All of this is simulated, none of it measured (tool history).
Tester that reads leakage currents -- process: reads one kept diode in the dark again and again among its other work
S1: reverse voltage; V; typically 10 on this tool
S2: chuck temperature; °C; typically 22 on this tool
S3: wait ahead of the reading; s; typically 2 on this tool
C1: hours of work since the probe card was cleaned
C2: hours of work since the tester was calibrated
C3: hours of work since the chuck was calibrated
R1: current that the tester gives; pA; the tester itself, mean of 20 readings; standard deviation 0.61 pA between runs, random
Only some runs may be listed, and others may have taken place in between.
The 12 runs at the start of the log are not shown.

Run 13, hour 370.8: usual settings; C1 1489; C2 457; C3 926. Result: R1 201.21 pA.
Run 14, hour 389.8: usual settings; C1 1498; C2 466; C3 935. Result: R1 202.17 pA.
Run 15, hour 422.8: usual settings but S3 2.41 s; C1 1514; C2 482; C3 952. Result: R1 202.43 pA.
Run 16, hour 460.7: usual settings but S3 2.41 s; C1 1533; C2 501; C3 970. Result: R1 201.59 pA.
Run 17, hour 490.6: usual settings but S3 2.41 s; C1 1548; C2 516; C3 985. Result: R1 201.56 pA.
Run 18, hour 520: usual settings but S2 39 °C; C1 1562; C2 530; C3 999. Result: R1 733.7 pA.
Run 19, hour 545.9: usual settings but S2 39 °C; C1 1575; C2 543; C3 1012. Result: R1 734.87 pA.
Run 20, hour 591.4: usual settings but S3 9.58 s; C1 1597; C2 565; C3 1035. Result: R1 201.32 pA.

What does the tool deliver on the next run?
Run 21, hour 619.2: usual settings but S3 9.58 s; C1 1611; C2 579; C3 1048. Result: R1 ?.

R1: 201.55 pA
Had the tool carried no hidden state, the very same run would have given R1 201.36 pA.

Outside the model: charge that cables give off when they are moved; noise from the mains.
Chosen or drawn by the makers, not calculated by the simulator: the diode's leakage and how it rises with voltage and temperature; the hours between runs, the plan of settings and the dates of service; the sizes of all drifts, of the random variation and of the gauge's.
